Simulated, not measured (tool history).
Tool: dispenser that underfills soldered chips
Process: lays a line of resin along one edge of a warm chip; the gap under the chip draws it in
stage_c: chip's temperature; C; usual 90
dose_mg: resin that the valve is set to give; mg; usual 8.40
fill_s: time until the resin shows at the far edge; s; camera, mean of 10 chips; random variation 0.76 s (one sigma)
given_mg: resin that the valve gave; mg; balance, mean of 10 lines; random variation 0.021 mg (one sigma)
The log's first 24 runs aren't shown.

run,hour,stage_c,dose_mg,fill_s,given_mg
# hour 278.3: new syringe of resin
25,284.6,86,9.69,108.6,9.56
# hour 294.9: new syringe of resin
26,300.0,86,7.32,105.9,7.17
27,310.3,86,7.32,192.6,7.13
# hour 311.3: new syringe of resin
28,319.1,86,7.32,121.4,7.12
# hour 323.6: dispensing valve cleaned and set on the balance
29,327.1,85,8.21,183.9,8.20
# hour 328.8: new syringe of resin
30,342.9,102,7.98,108.9,7.96
# hour 345.2: new syringe of resin
31,353.8,100,10.16,79.4,10.13
# hour 361.9: new syringe of resin
32,363.4,103,8.40,50.1,8.30
33,373.3,102,7.25,95.6,7.16
# hour 378.4: new syringe of resin
34,386.0,104,10.60,67.8,10.42
35,392.5,77,8.50,221.6,8.34

Forecast each of these 4 alternatives for the next run:
# hour 394.9: new syringe of resin
A,407.2,90,7.11,?,?
# hour 394.9: new syringe of resin
B,407.2,84,8.50,?,?
# hour 394.9: new syringe of resin
C,407.2,96,7.44,?,?
# hour 394.9: new syringe of resin
D,407.2,104,10.66,?,?

run,fill_s,given_mg
A,140.8,6.93
B,160.7,8.35
C,116.1,7.28
D,91.3,10.41
Without the tool's hidden state the same runs would have given:
run,fill_s,given_mg
A,72.0,7.10
B,82.5,8.54
C,59.5,7.45
D,46.8,10.66
